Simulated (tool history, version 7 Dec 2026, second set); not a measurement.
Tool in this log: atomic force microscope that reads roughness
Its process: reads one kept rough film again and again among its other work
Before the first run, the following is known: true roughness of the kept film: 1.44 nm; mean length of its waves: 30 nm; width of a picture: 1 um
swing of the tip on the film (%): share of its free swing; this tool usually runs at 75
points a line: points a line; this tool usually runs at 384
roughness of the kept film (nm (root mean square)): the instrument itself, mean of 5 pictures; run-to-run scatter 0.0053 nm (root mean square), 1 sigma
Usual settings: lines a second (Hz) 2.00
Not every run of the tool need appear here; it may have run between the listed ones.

run,hour,lines a second (Hz),swing of the tip on the film (%),points a line,roughness of the kept film (nm (root mean square))
1,0.0,2.00,75,384,1.119
# hour 19.9: new tip fitted
2,34.2,2.00,75,384,1.133
# hour 64.0: new tip fitted
3,64.9,2.00,75,384,1.157
4,102.7,2.00,75,384,1.074
# hour 109.9: new tip fitted
5,125.2,2.00,75,384,1.126
# hour 154.2: new tip fitted
6,155.2,2.00,75,384,1.162
7,180.6,2.00,75,384,1.099
# hour 197.7: new tip fitted
8,197.7,2.00,75,384,1.162
# hour 201.8: height scale calibrated on a step standard
9,218.0,2.00,75,384,1.114
# hour 243.9: new tip fitted
10,244.5,2.78,56,808,1.249
11,282.1,2.78,56,808,1.165
# hour 288.9: new tip fitted
12,310.0,0.71,87,521,1.182
13,330.7,2.87,64,521,1.115

Predict each of these 5 candidate next runs independently; none follows another, all start after run 13:
# hour 332.9: new tip fitted
# hour 340.1: height scale calibrated on a step standard, once more
A,369.6,2.87,71,521,?
# hour 332.9: new tip fitted
# hour 340.1: height scale calibrated on a step standard, once more
B,369.6,2.00,75,649,?
# hour 332.9: new tip fitted
# hour 340.1: height scale calibrated on a step standard, once more
C,369.6,1.04,75,332,?
# hour 332.9: new tip fitted
# hour 340.1: height scale calibrated on a step standard, once more
D,369.6,0.85,64,521,?
# hour 332.9: new tip fitted
# hour 340.1: height scale calibrated on a step standard, once more
E,369.6,2.00,56,384,?

run,roughness of the kept film (nm (root mean square))
A,1.073
B,1.100
C,1.158
D,1.217
E,1.188
Without the tool's unlogged condition, the same runs would have read:
run,roughness of the kept film (nm (root mean square))
A,1.149
B,1.178
C,1.240
D,1.303
E,1.272
